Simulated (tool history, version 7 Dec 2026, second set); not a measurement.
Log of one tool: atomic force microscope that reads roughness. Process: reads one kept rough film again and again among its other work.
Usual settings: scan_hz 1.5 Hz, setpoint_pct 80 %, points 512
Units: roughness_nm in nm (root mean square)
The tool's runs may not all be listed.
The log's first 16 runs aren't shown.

| run | hour | scan_hz | setpoint_pct | points | roughness_nm |
|---|---|---|---|---|---|
| 17 | 828.1 | 1.5 | 80 | 478 | 2.489 |
| 18 | 889.2 | 1.5 | 80 | 478 | 2.072 |
| 19 | 945.9 | 2.52 | 67 | 307 | 1.781 |
| 20 | 1013.7 | 1.5 | 86 | 437 | 1.511 |
| 21 | 1043.4 | 2.02 | 67 | 591 | 1.533 |
|  | 1073.2 | new tip fitted |
| 22 | 1112.5 | 0.52 | 74 | 591 | 3.019 |
| 23 | 1163 | 0.86 | 79 | 432 | 2.482 |
| 24 | 1219.3 | 0.86 | 84 | 297 | 2.052 |
| 25 | 1250.7 | 2.3 | 80 | 595 | 1.801 |
| 26 | 1283 | 2.3 | 80 | 595 | 1.643 |
| 27 | 1328 | 2.3 | 80 | 595 | 1.486 |
| 28 | 1370.1 | 1.5 | 80 | 581 | 1.449 |
|  | 1388.1 | new tip fitted |
| 29 | 1433.6 | 1.5 | 80 | 581 | 2.689 |
| 30 | 1474.6 | 1.5 | 80 | 581 | 2.342 |

Forecast each of these 4 alternatives for the next run:
| A | 1541.2 | 1.5 | 77 | 428 | ? |
| B | 1541.2 | 1.5 | 55 | 512 | ? |
| C | 1541.2 | 1.5 | 78 | 557 | ? |
| D | 1541.2 | 1.41 | 80 | 581 | ? |

| run | roughness_nm |
|---|---|
| A | 1.982 |
| B | 2.103 |
| C | 1.974 |
| D | 1.972 |
Without the tool's hidden state the same runs would have given:
| run | roughness_nm |
|---|---|
| A | 3.411 |
| B | 3.627 |
| C | 3.403 |
| D | 3.393 |

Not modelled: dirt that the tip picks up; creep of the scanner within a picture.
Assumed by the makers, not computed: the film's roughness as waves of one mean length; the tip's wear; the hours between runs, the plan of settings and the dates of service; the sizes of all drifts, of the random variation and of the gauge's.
